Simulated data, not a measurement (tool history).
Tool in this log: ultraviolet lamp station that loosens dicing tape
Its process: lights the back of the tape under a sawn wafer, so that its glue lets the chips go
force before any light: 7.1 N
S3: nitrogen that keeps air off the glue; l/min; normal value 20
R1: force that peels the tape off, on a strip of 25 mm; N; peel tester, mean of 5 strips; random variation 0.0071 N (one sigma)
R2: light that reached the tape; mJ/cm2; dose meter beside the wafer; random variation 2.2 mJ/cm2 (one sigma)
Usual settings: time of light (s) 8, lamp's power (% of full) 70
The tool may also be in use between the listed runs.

{"run": 1, "hour": 0.0, "time of light (s)": 8, "lamp's power (% of full)": 70, "S3": 20, "R1": 0.253, "R2": 175}
{"run": 2, "hour": 44.1, "time of light (s)": 4, "lamp's power (% of full)": 70, "S3": 20, "R1": 1.24, "R2": 85}
{"run": 3, "hour": 109.3, "time of light (s)": 4, "lamp's power (% of full)": 70, "S3": 20, "R1": 1.246, "R2": 85}
{"run": 4, "hour": 146.6, "time of light (s)": 4, "lamp's power (% of full)": 70, "S3": 20, "R1": 1.31, "R2": 84}
{"run": 5, "hour": 178.7, "time of light (s)": 8, "lamp's power (% of full)": 70, "S3": 20, "R1": 0.288, "R2": 170}
{"run": 6, "hour": 221.7, "time of light (s)": 8, "lamp's power (% of full)": 70, "S3": 25, "R1": 0.248, "R2": 167}
{"run": 7, "hour": 270.7, "time of light (s)": 8, "lamp's power (% of full)": 70, "S3": 25, "R1": 0.263, "R2": 164}
{"run": 8, "hour": 316.0, "time of light (s)": 8, "lamp's power (% of full)": 70, "S3": 23, "R1": 0.287, "R2": 161}
{"run": 9, "hour": 363.9, "time of light (s)": 8, "lamp's power (% of full)": 70, "S3": 23, "R1": 0.294, "R2": 162}
{"run": 10, "hour": 422.2, "time of light (s)": 8, "lamp's power (% of full)": 70, "S3": 23, "R1": 0.294, "R2": 157}
{"hour": 432.6, "done": "window cleaned of glue's vapour"}
{"run": 11, "hour": 462.0, "time of light (s)": 8, "lamp's power (% of full)": 70, "S3": 20, "R1": 0.389, "R2": 149}
{"run": 12, "hour": 512.9, "time of light (s)": 8, "lamp's power (% of full)": 70, "S3": 20, "R1": 0.405, "R2": 148}
{"run": 13, "hour": 584.2, "time of light (s)": 8, "lamp's power (% of full)": 70, "S3": 6, "R1": 1.049, "R2": 144}
{"run": 14, "hour": 661.2, "time of light (s)": 8, "lamp's power (% of full)": 70, "S3": 20, "R1": 0.466, "R2": 138}
{"run": 15, "hour": 739.0, "time of light (s)": 8, "lamp's power (% of full)": 70, "S3": 20, "R1": 0.466, "R2": 137}
{"hour": 746.1, "done": "window cleaned of glue's vapour, once more"}
{"run": 16, "hour": 795.2, "time of light (s)": 8, "lamp's power (% of full)": 70, "S3": 20, "R1": 0.324, "R2": 165}
{"run": 17, "hour": 864.4, "time of light (s)": 8, "lamp's power (% of full)": 70, "S3": 20, "R1": 0.325, "R2": 160}
{"run": 18, "hour": 904.4, "time of light (s)": 8, "lamp's power (% of full)": 70, "S3": 31, "R1": 0.24, "R2": 154}
{"run": 19, "hour": 940.9, "time of light (s)": 8, "lamp's power (% of full)": 70, "S3": 31, "R1": 0.261, "R2": 155}
{"run": 20, "hour": 1019.0, "time of light (s)": 8, "lamp's power (% of full)": 70, "S3": 31, "R1": 0.27, "R2": 150}
{"run": 21, "hour": 1053.1, "time of light (s)": 8, "lamp's power (% of full)": 70, "S3": 31, "R1": 0.255, "R2": 155}
{"run": 22, "hour": 1102.4, "time of light (s)": 8, "lamp's power (% of full)": 70, "S3": 14, "R1": 0.524, "R2": 150}
{"run": 23, "hour": 1142.1, "time of light (s)": 8, "lamp's power (% of full)": 96, "S3": 12, "R1": 0.294, "R2": 205}
{"hour": 1178.8, "done": "window cleaned of glue's vapour"}
{"run": 24, "hour": 1207.9, "time of light (s)": 8, "lamp's power (% of full)": 96, "S3": 12, "R1": 0.253, "R2": 212}
{"run": 25, "hour": 1242.9, "time of light (s)": 13, "lamp's power (% of full)": 63, "S3": 24, "R1": 0.128, "R2": 219}
{"run": 26, "hour": 1279.3, "time of light (s)": 6, "lamp's power (% of full)": 86, "S3": 7, "R1": 1.068, "R2": 135}
{"run": 27, "hour": 1329.5, "time of light (s)": 6, "lamp's power (% of full)": 70, "S3": 14, "R1": 0.984, "R2": 112}
{"run": 28, "hour": 1402.3, "time of light (s)": 8, "lamp's power (% of full)": 70, "S3": 26, "R1": 0.338, "R2": 145}
{"run": 29, "hour": 1436.8, "time of light (s)": 16, "lamp's power (% of full)": 99, "S3": 7, "R1": 0.095, "R2": 408}
{"run": 30, "hour": 1484.8, "time of light (s)": 6, "lamp's power (% of full)": 82, "S3": 25, "R1": 0.5, "R2": 126}
{"run": 31, "hour": 1532.3, "time of light (s)": 6, "lamp's power (% of full)": 82, "S3": 25, "R1": 0.515, "R2": 124}
{"run": 32, "hour": 1578.5, "time of light (s)": 14, "lamp's power (% of full)": 74, "S3": 20, "R1": 0.112, "R2": 258}
{"hour": 1608.2, "done": "window cleaned of glue's vapour"}
{"run": 33, "hour": 1657.1, "time of light (s)": 4, "lamp's power (% of full)": 90, "S3": 9, "R1": 1.661, "R2": 94}
{"run": 34, "hour": 1700.9, "time of light (s)": 16, "lamp's power (% of full)": 75, "S3": 9, "R1": 0.127, "R2": 308}
{"run": 35, "hour": 1733.3, "time of light (s)": 16, "lamp's power (% of full)": 75, "S3": 9, "R1": 0.135, "R2": 310}
{"run": 36, "hour": 1811.2, "time of light (s)": 16, "lamp's power (% of full)": 75, "S3": 9, "R1": 0.136, "R2": 304}
{"run": 37, "hour": 1874.6, "time of light (s)": 16, "lamp's power (% of full)": 75, "S3": 9, "R1": 0.144, "R2": 297}
{"run": 38, "hour": 1911.0, "time of light (s)": 16, "lamp's power (% of full)": 75, "S3": 9, "R1": 0.151, "R2": 296}
{"run": 39, "hour": 1946.6, "time of light (s)": 16, "lamp's power (% of full)": 75, "S3": 9, "R1": 0.141, "R2": 290}
{"run": 40, "hour": 2004.1, "time of light (s)": 16, "lamp's power (% of full)": 75, "S3": 9, "R1": 0.163, "R2": 289}
{"hour": 2039.1, "done": "window cleaned of glue's vapour"}
{"run": 41, "hour": 2057.9, "time of light (s)": 16, "lamp's power (% of full)": 75, "S3": 9, "R1": 0.143, "R2": 302}
{"run": 42, "hour": 2133.2, "time of light (s)": 16, "lamp's power (% of full)": 97, "S3": 40, "R1": 0.078, "R2": 384}
{"run": 43, "hour": 2174.5, "time of light (s)": 16, "lamp's power (% of full)": 97, "S3": 40, "R1": 0.07, "R2": 378}

Measured less the same run without the tool's hidden state. The same run-to-run variation is in both; the gauge's scatter may not be:
Hidden state present: lamp's light, % of a new lamp's; light that the window lets through, % of a clean one's; drift of the gauge itself on peel_n, %; drift of the gauge itself on dose_mj_cm2, %.
run=1 R1=+0.006 R2=-2
run=2 R1=+0.039 R2=-2
run=3 R1=+0.073 R2=-3
run=4 R1=+0.098 R2=-4
run=5 R1=+0.037 R2=-10
run=6 R1=+0.038 R2=-11
run=7 R1=+0.047 R2=-13
run=8 R1=+0.059 R2=-15
run=9 R1=+0.069 R2=-17
run=10 R1=+0.076 R2=-19
run=11 R1=+0.140 R2=-28
run=12 R1=+0.154 R2=-31
run=13 R1=+0.348 R2=-33
run=14 R1=+0.198 R2=-36
run=15 R1=+0.216 R2=-39
run=16 R1=+0.068 R2=-15
run=17 R1=+0.082 R2=-19
run=18 R1=+0.064 R2=-21
run=19 R1=+0.074 R2=-22
run=20 R1=+0.088 R2=-24
run=21 R1=+0.088 R2=-26
run=22 R1=+0.184 R2=-28
run=23 R1=+0.110 R2=-41
run=24 R1=+0.076 R2=-32
run=25 R1=+0.029 R2=-35
run=26 R1=+0.286 R2=-24
run=27 R1=+0.290 R2=-20
run=28 R1=+0.131 R2=-30
run=29 R1=+0.015 R2=-90
run=30 R1=+0.207 R2=-30
run=31 R1=+0.225 R2=-31
run=32 R1=+0.026 R2=-69
run=33 R1=+0.414 R2=-19
run=34 R1=+0.035 R2=-68
run=35 R1=+0.038 R2=-71
run=36 R1=+0.043 R2=-77
run=37 R1=+0.050 R2=-83
run=38 R1=+0.055 R2=-85
run=39 R1=+0.055 R2=-87
run=40 R1=+0.062 R2=-92
run=41 R1=+0.045 R2=-78
run=42 R1=+0.001 R2=-109
run=43 R1=+0.000 R2=-112

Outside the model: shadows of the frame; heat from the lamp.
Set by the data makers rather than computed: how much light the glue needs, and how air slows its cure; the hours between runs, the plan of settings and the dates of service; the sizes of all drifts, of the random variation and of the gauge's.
